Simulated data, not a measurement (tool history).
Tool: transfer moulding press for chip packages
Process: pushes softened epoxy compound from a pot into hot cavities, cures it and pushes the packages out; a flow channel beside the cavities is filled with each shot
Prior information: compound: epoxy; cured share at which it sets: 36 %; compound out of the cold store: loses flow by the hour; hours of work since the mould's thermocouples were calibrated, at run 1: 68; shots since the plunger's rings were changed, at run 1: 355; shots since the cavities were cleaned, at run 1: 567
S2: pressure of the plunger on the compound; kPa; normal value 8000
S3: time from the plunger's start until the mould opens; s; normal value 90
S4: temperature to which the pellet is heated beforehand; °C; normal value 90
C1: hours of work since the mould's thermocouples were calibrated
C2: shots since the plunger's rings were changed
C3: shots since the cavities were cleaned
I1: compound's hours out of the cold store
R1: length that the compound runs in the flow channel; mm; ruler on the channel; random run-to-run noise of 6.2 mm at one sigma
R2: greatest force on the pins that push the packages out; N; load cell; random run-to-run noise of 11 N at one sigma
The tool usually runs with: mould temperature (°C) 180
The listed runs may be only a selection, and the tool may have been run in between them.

{"run": 1, "hour": 0.0, "mould temperature (°C)": 180, "S2": 8000, "S3": 90, "S4": 90, "C1": 68, "C2": 355, "C3": 567, "I1": 43.9, "R1": 655, "R2": 803}
{"hour": 21.9, "done": "cavities cleaned with cleaning compound and waxed"}
{"run": 2, "hour": 55.7, "mould temperature (°C)": 180, "S2": 8000, "S3": 90, "S4": 90, "C1": 107, "C2": 1175, "C3": 511, "I1": 29.8, "R1": 683, "R2": 808}
{"hour": 84.8, "done": "cavities cleaned with cleaning compound and waxed"}
{"run": 3, "hour": 86.5, "mould temperature (°C)": 180, "S2": 8000, "S3": 90, "S4": 90, "C1": 128, "C2": 1617, "C3": 24, "I1": 43.4, "R1": 646, "R2": 507}
{"run": 4, "hour": 120.5, "mould temperature (°C)": 180, "S2": 8000, "S3": 90, "S4": 90, "C1": 152, "C2": 2133, "C3": 540, "I1": 12.9, "R1": 706, "R2": 855}
{"hour": 144.4, "done": "cavities cleaned with cleaning compound and waxed"}
{"run": 5, "hour": 163.2, "mould temperature (°C)": 180, "S2": 8000, "S3": 90, "S4": 90, "C1": 182, "C2": 2755, "C3": 284, "I1": 22.9, "R1": 672, "R2": 737}
{"hour": 179.9, "done": "plunger's sealing rings changed"}
{"hour": 205.8, "done": "cavities cleaned with cleaning compound and waxed"}
{"run": 6, "hour": 216.8, "mould temperature (°C)": 180, "S2": 8000, "S3": 90, "S4": 90, "C1": 218, "C2": 535, "C3": 167, "I1": 10.7, "R1": 727, "R2": 653}
{"run": 7, "hour": 257.5, "mould temperature (°C)": 180, "S2": 8000, "S3": 90, "S4": 90, "C1": 247, "C2": 1151, "C3": 783, "I1": 32.4, "R1": 684, "R2": 871}
{"hour": 264.2, "done": "cavities cleaned with cleaning compound and waxed"}
{"run": 8, "hour": 314.5, "mould temperature (°C)": 180, "S2": 8000, "S3": 90, "S4": 90, "C1": 287, "C2": 1990, "C3": 761, "I1": 14.5, "R1": 705, "R2": 923}
{"hour": 325.3, "done": "cavities cleaned with cleaning compound and waxed"}
{"run": 9, "hour": 359.5, "mould temperature (°C)": 180, "S2": 8000, "S3": 90, "S4": 90, "C1": 318, "C2": 2648, "C3": 517, "I1": 12.9, "R1": 703, "R2": 831}
{"hour": 384.2, "done": "plunger's sealing rings changed"}
{"hour": 385.7, "done": "cavities cleaned with cleaning compound and waxed"}
{"run": 10, "hour": 423.3, "mould temperature (°C)": 180, "S2": 8000, "S3": 90, "S4": 90, "C1": 362, "C2": 569, "C3": 569, "I1": 25.2, "R1": 697, "R2": 862}
{"hour": 446.3, "done": "cavities cleaned with cleaning compound and waxed"}
{"run": 11, "hour": 481.0, "mould temperature (°C)": 180, "S2": 8000, "S3": 90, "S4": 90, "C1": 402, "C2": 1419, "C3": 525, "I1": 8.9, "R1": 716, "R2": 846}
{"hour": 506.4, "done": "cavities cleaned with cleaning compound and waxed"}
{"run": 12, "hour": 544.2, "mould temperature (°C)": 180, "S2": 6340, "S3": 90, "S4": 90, "C1": 447, "C2": 2352, "C3": 571, "I1": 17.1, "R1": 617, "R2": 859}
{"hour": 566.3, "done": "cavities cleaned with cleaning compound and waxed"}
{"run": 13, "hour": 575.9, "mould temperature (°C)": 180, "S2": 8000, "S3": 90, "S4": 90, "C1": 468, "C2": 2809, "C3": 145, "I1": 10.2, "R1": 701, "R2": 630}
{"hour": 588.1, "done": "plunger's sealing rings changed"}
{"hour": 627.7, "done": "cavities cleaned with cleaning compound and waxed"}
{"run": 14, "hour": 629.0, "mould temperature (°C)": 178, "S2": 7080, "S3": 118, "S4": 90, "C1": 504, "C2": 597, "C3": 20, "I1": 27.7, "R1": 658, "R2": 437}
{"run": 15, "hour": 682.1, "mould temperature (°C)": 183, "S2": 8100, "S3": 108, "S4": 90, "C1": 542, "C2": 1400, "C3": 823, "I1": 30.1, "R1": 664, "R2": 744}
{"hour": 689.5, "done": "cavities cleaned with cleaning compound and waxed"}
{"run": 16, "hour": 733.2, "mould temperature (°C)": 180, "S2": 8000, "S3": 84, "S4": 90, "C1": 578, "C2": 2150, "C3": 662, "I1": 42.3, "R1": 646, "R2": 962}
{"hour": 747.8, "done": "cavities cleaned with cleaning compound and waxed"}
{"run": 17, "hour": 784.3, "mould temperature (°C)": 180, "S2": 8000, "S3": 84, "S4": 90, "C1": 614, "C2": 2901, "C3": 552, "I1": 9.0, "R1": 693, "R2": 934}
{"hour": 791.8, "done": "plunger's sealing rings changed"}
{"hour": 810.2, "done": "cavities cleaned with cleaning compound and waxed"}
{"run": 18, "hour": 823.9, "mould temperature (°C)": 180, "S2": 8000, "S3": 84, "S4": 90, "C1": 639, "C2": 462, "C3": 206, "I1": 39.9, "R1": 659, "R2": 713}
{"hour": 871.7, "done": "cavities cleaned with cleaning compound and waxed"}
{"run": 19, "hour": 887.4, "mould temperature (°C)": 180, "S2": 8000, "S3": 84, "S4": 90, "C1": 684, "C2": 1401, "C3": 239, "I1": 19.7, "R1": 696, "R2": 786}
{"hour": 931.0, "done": "cavities cleaned with cleaning compound and waxed"}
{"run": 20, "hour": 958.4, "mould temperature (°C)": 180, "S2": 7070, "S3": 84, "S4": 82, "C1": 734, "C2": 2451, "C3": 413, "I1": 47.1, "R1": 586, "R2": 850}
{"hour": 982.4, "done": "mould's thermocouples calibrated"}
{"hour": 992.7, "done": "cavities cleaned with cleaning compound and waxed"}
{"hour": 1001.5, "done": "plunger's sealing rings changed"}
{"run": 21, "hour": 1014.7, "mould temperature (°C)": 184, "S2": 9650, "S3": 108, "S4": 81, "C1": 20, "C2": 199, "C3": 295, "I1": 21.1, "R1": 766, "R2": 616}
{"hour": 1055.1, "done": "cavities cleaned with cleaning compound and waxed"}
{"run": 22, "hour": 1078.6, "mould temperature (°C)": 184, "S2": 9650, "S3": 108, "S4": 80, "C1": 65, "C2": 1142, "C3": 355, "I1": 14.3, "R1": 772, "R2": 643}
{"hour": 1114.1, "done": "cavities cleaned with cleaning compound and waxed"}
{"run": 23, "hour": 1150.2, "mould temperature (°C)": 186, "S2": 9650, "S3": 108, "S4": 80, "C1": 116, "C2": 2202, "C3": 545, "I1": 26.6, "R1": 722, "R2": 699}
{"hour": 1173.0, "done": "cavities cleaned with cleaning compound and waxed"}
{"hour": 1207.2, "done": "plunger's sealing rings changed"}
{"run": 24, "hour": 1211.6, "mould temperature (°C)": 186, "S2": 9650, "S3": 122, "S4": 98, "C1": 157, "C2": 68, "C3": 547, "I1": 18.0, "R1": 766, "R2": 721}
{"hour": 1233.9, "done": "cavities cleaned with cleaning compound and waxed"}
{"run": 25, "hour": 1272.3, "mould temperature (°C)": 187, "S2": 9650, "S3": 122, "S4": 82, "C1": 200, "C2": 963, "C3": 582, "I1": 30.8, "R1": 724, "R2": 709}

Consider 5 possible next runs. They are alternatives, not a sequence: every one starts from the tool as it was left by run 25. What does each give?
{"hour": 1297.0, "done": "cavities cleaned with cleaning compound and waxed"}
{"run": "A", "hour": 1344.6, "mould temperature (°C)": 179, "S2": 9650, "S3": 122, "S4": 82, "C1": 251, "C2": 2034, "C3": 720, "I1": 19.2, "R1": "?", "R2": "?"}
{"hour": 1297.0, "done": "cavities cleaned with cleaning compound and waxed"}
{"run": "B", "hour": 1344.6, "mould temperature (°C)": 180, "S2": 8000, "S3": 123, "S4": 90, "C1": 251, "C2": 2034, "C3": 720, "I1": 10.2, "R1": "?", "R2": "?"}
{"hour": 1297.0, "done": "cavities cleaned with cleaning compound and waxed"}
{"run": "C", "hour": 1344.6, "mould temperature (°C)": 183, "S2": 8000, "S3": 90, "S4": 90, "C1": 251, "C2": 2034, "C3": 720, "I1": 22.8, "R1": "?", "R2": "?"}
{"hour": 1297.0, "done": "cavities cleaned with cleaning compound and waxed"}
{"run": "D", "hour": 1344.6, "mould temperature (°C)": 185, "S2": 9650, "S3": 122, "S4": 82, "C1": 251, "C2": 2034, "C3": 720, "I1": 45.4, "R1": "?", "R2": "?"}
{"hour": 1297.0, "done": "cavities cleaned with cleaning compound and waxed"}
{"run": "E", "hour": 1344.6, "mould temperature (°C)": 179, "S2": 9650, "S3": 122, "S4": 92, "C1": 251, "C2": 2034, "C3": 720, "I1": 18.7, "R1": "?", "R2": "?"}

run=A R1=763 R2=765
run=B R1=708 R2=747
run=C R1=686 R2=822
run=D R1=672 R2=740
run=E R1=759 R2=742
Without the tool's unlogged condition, the same runs would have read:
run=A R1=791 R2=413
run=B R1=734 R2=406
run=C R1=712 R2=446
run=D R1=697 R2=400
run=E R1=787 R2=402
